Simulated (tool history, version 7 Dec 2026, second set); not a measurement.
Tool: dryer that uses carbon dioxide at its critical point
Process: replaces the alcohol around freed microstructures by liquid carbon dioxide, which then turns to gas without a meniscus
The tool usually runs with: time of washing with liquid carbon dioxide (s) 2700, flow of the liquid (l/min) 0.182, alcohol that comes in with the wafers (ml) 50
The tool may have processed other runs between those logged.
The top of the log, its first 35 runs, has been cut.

run	hour	time of washing with liquid carbon dioxide (s)	flow of the liquid (l/min)	alcohol that comes in with the wafers (ml)	alcohol left in the vessel before it's heated (ppm by volume)
36	475.9	3300	0.225	31	84
37	491.2	3300	0.225	31	80
38	509.2	3300	0.234	31	83
39	524.2	2700	0.148	50	392
40	533.1	2700	0.148	50	376
41	544.4	1680	0.19	66	1220
42	560.9	2700	0.215	24	113
43	573.3	3180	0.215	81	109
44	591.7	3180	0.215	33	107
45	609	3180	0.17	102	215

5 options for the next run, each taken on its own from the tool as it stands now. Forecast them:
A	617.2	3240	0.17	42	?
B	617.2	3780	0.19	105	?
C	617.2	2100	0.182	50	?
D	617.2	3420	0.286	22	?
E	617.2	2700	0.236	57	?

run	alcohol left in the vessel before it's heated (ppm by volume)
A	146
B	109
C	526
D	102
E	109
Without the tool's unlogged condition, the same runs would have read:
run	alcohol left in the vessel before it's heated (ppm by volume)
A	39
B	8
C	330
D	5
E	7
